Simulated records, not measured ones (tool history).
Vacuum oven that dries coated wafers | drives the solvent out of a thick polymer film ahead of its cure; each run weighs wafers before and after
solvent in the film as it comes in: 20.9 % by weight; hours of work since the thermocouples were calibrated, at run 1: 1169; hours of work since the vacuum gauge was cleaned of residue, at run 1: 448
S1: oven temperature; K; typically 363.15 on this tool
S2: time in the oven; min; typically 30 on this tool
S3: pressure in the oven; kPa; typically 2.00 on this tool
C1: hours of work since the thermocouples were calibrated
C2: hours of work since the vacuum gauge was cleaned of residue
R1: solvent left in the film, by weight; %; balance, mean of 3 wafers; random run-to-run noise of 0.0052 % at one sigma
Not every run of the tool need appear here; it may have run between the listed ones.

{"run": 1, "day": 0.0, "S1": 363.15, "S2": 30, "S3": 2.0, "C1": 1169, "C2": 448, "R1": 1.254}
{"run": 2, "day": 0.692, "S1": 363.15, "S2": 30, "S3": 2.0, "C1": 1175, "C2": 454, "R1": 1.259}
{"day": 1.138, "done": "oven's thermocouples calibrated"}
{"run": 3, "day": 1.896, "S1": 357.15, "S2": 30, "S3": 2.0, "C1": 7, "C2": 465, "R1": 1.968}
{"run": 4, "day": 2.492, "S1": 366.15, "S2": 30, "S3": 2.0, "C1": 13, "C2": 471, "R1": 0.978}
{"run": 5, "day": 3.342, "S1": 366.15, "S2": 30, "S3": 2.0, "C1": 21, "C2": 479, "R1": 0.982}
{"run": 6, "day": 4.25, "S1": 366.15, "S2": 30, "S3": 2.0, "C1": 30, "C2": 488, "R1": 0.99}
{"day": 4.912, "done": "oven's thermocouples calibrated, once more"}
{"run": 7, "day": 5.292, "S1": 363.15, "S2": 30, "S3": 2.0, "C1": 4, "C2": 497, "R1": 1.434}
{"run": 8, "day": 6.167, "S1": 363.15, "S2": 30, "S3": 2.0, "C1": 12, "C2": 505, "R1": 1.433}
{"run": 9, "day": 7.192, "S1": 363.15, "S2": 30, "S3": 2.0, "C1": 22, "C2": 515, "R1": 1.443}
{"run": 10, "day": 8.388, "S1": 352.15, "S2": 30, "S3": 2.0, "C1": 34, "C2": 527, "R1": 3.322}
{"run": 11, "day": 8.942, "S1": 352.15, "S2": 30, "S3": 2.0, "C1": 39, "C2": 532, "R1": 3.322}
{"run": 12, "day": 9.896, "S1": 363.15, "S2": 30, "S3": 2.0, "C1": 48, "C2": 541, "R1": 1.441}
{"run": 13, "day": 10.458, "S1": 363.15, "S2": 20, "S3": 2.0, "C1": 54, "C2": 547, "R1": 2.608}
{"run": 14, "day": 11.225, "S1": 363.15, "S2": 20, "S3": 2.0, "C1": 61, "C2": 554, "R1": 2.604}
{"run": 15, "day": 12.0, "S1": 356.15, "S2": 30, "S3": 2.0, "C1": 68, "C2": 562, "R1": 2.473}
{"run": 16, "day": 13.196, "S1": 356.15, "S2": 30, "S3": 2.0, "C1": 80, "C2": 573, "R1": 2.468}
{"run": 17, "day": 14.142, "S1": 356.15, "S2": 30, "S3": 7.09, "C1": 89, "C2": 582, "R1": 5.063}
{"run": 18, "day": 15.029, "S1": 356.15, "S2": 30, "S3": 7.09, "C1": 98, "C2": 591, "R1": 5.066}
{"run": 19, "day": 15.7, "S1": 356.15, "S2": 53, "S3": 7.09, "C1": 104, "C2": 598, "R1": 4.079}
{"run": 20, "day": 16.412, "S1": 356.15, "S2": 53, "S3": 7.09, "C1": 111, "C2": 604, "R1": 4.088}
{"run": 21, "day": 17.438, "S1": 363.15, "S2": 30, "S3": 2.0, "C1": 121, "C2": 614, "R1": 1.429}
{"run": 22, "day": 18.346, "S1": 363.15, "S2": 30, "S3": 2.0, "C1": 130, "C2": 623, "R1": 1.431}
{"run": 23, "day": 19.129, "S1": 363.15, "S2": 17, "S3": 1.52, "C1": 137, "C2": 631, "R1": 3.119}
{"run": 24, "day": 20.3, "S1": 378.15, "S2": 30, "S3": 2.0, "C1": 149, "C2": 642, "R1": 0.535}
{"run": 25, "day": 20.942, "S1": 363.15, "S2": 38, "S3": 1.87, "C1": 155, "C2": 648, "R1": 1.042}
{"run": 26, "day": 22.0, "S1": 363.15, "S2": 38, "S3": 1.87, "C1": 165, "C2": 658, "R1": 1.045}
{"run": 27, "day": 22.833, "S1": 351.15, "S2": 27, "S3": 1.87, "C1": 173, "C2": 666, "R1": 3.943}
{"run": 28, "day": 23.929, "S1": 369.15, "S2": 23, "S3": 5.8, "C1": 184, "C2": 677, "R1": 2.521}
{"run": 29, "day": 24.962, "S1": 356.15, "S2": 30, "S3": 2.0, "C1": 194, "C2": 687, "R1": 2.456}
{"run": 30, "day": 25.496, "S1": 356.15, "S2": 46, "S3": 2.56, "C1": 199, "C2": 692, "R1": 1.781}
{"run": 31, "day": 26.317, "S1": 356.15, "S2": 46, "S3": 2.56, "C1": 207, "C2": 700, "R1": 1.782}
{"run": 32, "day": 26.875, "S1": 356.15, "S2": 46, "S3": 2.56, "C1": 212, "C2": 705, "R1": 1.783}
{"run": 33, "day": 27.896, "S1": 370.15, "S2": 38, "S3": 2.0, "C1": 222, "C2": 715, "R1": 0.727}
{"run": 34, "day": 28.9, "S1": 377.15, "S2": 20, "S3": 1.48, "C1": 232, "C2": 725, "R1": 0.718}
{"run": 35, "day": 30.008, "S1": 351.15, "S2": 30, "S3": 1.1, "C1": 242, "C2": 736, "R1": 2.988}
{"run": 36, "day": 31.096, "S1": 351.15, "S2": 30, "S3": 1.1, "C1": 253, "C2": 746, "R1": 2.986}
{"run": 37, "day": 31.9, "S1": 351.15, "S2": 30, "S3": 1.1, "C1": 261, "C2": 754, "R1": 2.988}

Expected results for the next run?
{"run": 38, "day": 32.579, "S1": 371.15, "S2": 30, "S3": 2.0, "C1": 267, "C2": 761, "R1": "?"}

R1: 0.794 %
Minus the tool's unlogged condition, the same run would have read R1 0.744 %.

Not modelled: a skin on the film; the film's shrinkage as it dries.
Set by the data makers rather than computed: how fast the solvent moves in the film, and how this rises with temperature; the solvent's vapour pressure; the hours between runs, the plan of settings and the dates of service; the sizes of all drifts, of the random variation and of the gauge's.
